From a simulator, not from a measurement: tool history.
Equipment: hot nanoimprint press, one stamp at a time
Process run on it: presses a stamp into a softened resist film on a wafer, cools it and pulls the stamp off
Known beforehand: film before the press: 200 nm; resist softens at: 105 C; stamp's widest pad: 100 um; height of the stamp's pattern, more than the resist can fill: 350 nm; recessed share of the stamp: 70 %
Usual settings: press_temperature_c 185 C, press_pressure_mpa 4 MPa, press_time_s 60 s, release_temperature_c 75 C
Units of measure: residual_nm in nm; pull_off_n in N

run 1 hour=0 | press_temperature_c=185 press_pressure_mpa=4 press_time_s=60 release_temperature_c=75 | residual_nm=98.7 pull_off_n=192
run 2 hour=16.4 | press_temperature_c=185 press_pressure_mpa=4 press_time_s=60 release_temperature_c=75 | residual_nm=98.8 pull_off_n=193
run 3 hour=38.2 | press_temperature_c=185 press_pressure_mpa=4 press_time_s=60 release_temperature_c=75 | residual_nm=98.7 pull_off_n=192
run 4 hour=48.5 | press_temperature_c=185 press_pressure_mpa=5.85 press_time_s=60 release_temperature_c=75 | residual_nm=83.7 pull_off_n=193
run 5 hour=70.1 | press_temperature_c=185 press_pressure_mpa=5.85 press_time_s=60 release_temperature_c=75 | residual_nm=83.8 pull_off_n=196
run 6 hour=80.3 | press_temperature_c=193 press_pressure_mpa=4 press_time_s=60 release_temperature_c=75 | residual_nm=72.2 pull_off_n=197
run 7 hour=101.9 | press_temperature_c=193 press_pressure_mpa=4 press_time_s=60 release_temperature_c=75 | residual_nm=71.8 pull_off_n=196
run 8 hour=115 | press_temperature_c=185 press_pressure_mpa=4 press_time_s=81 release_temperature_c=75 | residual_nm=88.1 pull_off_n=195
run 9 hour=129.8 | press_temperature_c=185 press_pressure_mpa=4 press_time_s=35 release_temperature_c=75 | residual_nm=119.4 pull_off_n=195
-- hour=136.8 stamp cleaned and given a new release coat
run 10 hour=154.1 | press_temperature_c=193 press_pressure_mpa=4 press_time_s=60 release_temperature_c=75 | residual_nm=72.2 pull_off_n=196
run 11 hour=168.6 | press_temperature_c=193 press_pressure_mpa=4 press_time_s=60 release_temperature_c=75 | residual_nm=71.4 pull_off_n=192
run 12 hour=185.6 | press_temperature_c=193 press_pressure_mpa=4 press_time_s=60 release_temperature_c=75 | residual_nm=71.7 pull_off_n=193
run 13 hour=201.1 | press_temperature_c=181 press_pressure_mpa=3.07 press_time_s=45 release_temperature_c=75 | residual_nm=137.1 pull_off_n=194
run 14 hour=214.2 | press_temperature_c=181 press_pressure_mpa=3.92 press_time_s=59 release_temperature_c=67 | residual_nm=116 pull_off_n=206
run 15 hour=228.5 | press_temperature_c=181 press_pressure_mpa=3.92 press_time_s=59 release_temperature_c=67 | residual_nm=117.7 pull_off_n=202
run 16 hour=238.4 | press_temperature_c=177 press_pressure_mpa=4.56 press_time_s=44 release_temperature_c=74 | residual_nm=137.5 pull_off_n=193
-- hour=251.5 plate thermocouple calibrated
run 17 hour=254.9 | press_temperature_c=189 press_pressure_mpa=4 press_time_s=60 release_temperature_c=75 | residual_nm=84.1 pull_off_n=195

Each row is a separate what-if for the run after 17, all from the same tool condition, not one after another. Results?
run A hour=274.1 | press_temperature_c=195 press_pressure_mpa=4 press_time_s=60 release_temperature_c=75 | residual_nm=? pull_off_n=?
run B hour=274.1 | press_temperature_c=180 press_pressure_mpa=4 press_time_s=60 release_temperature_c=75 | residual_nm=? pull_off_n=?
run C hour=274.1 | press_temperature_c=179 press_pressure_mpa=3.8 press_time_s=81 release_temperature_c=75 | residual_nm=? pull_off_n=?
run D hour=274.1 | press_temperature_c=184 press_pressure_mpa=2.55 press_time_s=60 release_temperature_c=66 | residual_nm=? pull_off_n=?
run E hour=274.1 | press_temperature_c=183 press_pressure_mpa=2.83 press_time_s=60 release_temperature_c=75 | residual_nm=? pull_off_n=?

run=A residual_nm=66.6 pull_off_n=192
run=B residual_nm=119 pull_off_n=196
run=C residual_nm=114.6 pull_off_n=194
run=D residual_nm=122.2 pull_off_n=206
run=E residual_nm=121.2 pull_off_n=196
Take away the tool's hidden state, keep each run's random variation, and the runs would have read:
run=A residual_nm=66.6 pull_off_n=192
run=B residual_nm=118.9 pull_off_n=196
run=C residual_nm=114.5 pull_off_n=194
run=D residual_nm=122.2 pull_off_n=206
run=E residual_nm=121.2 pull_off_n=196
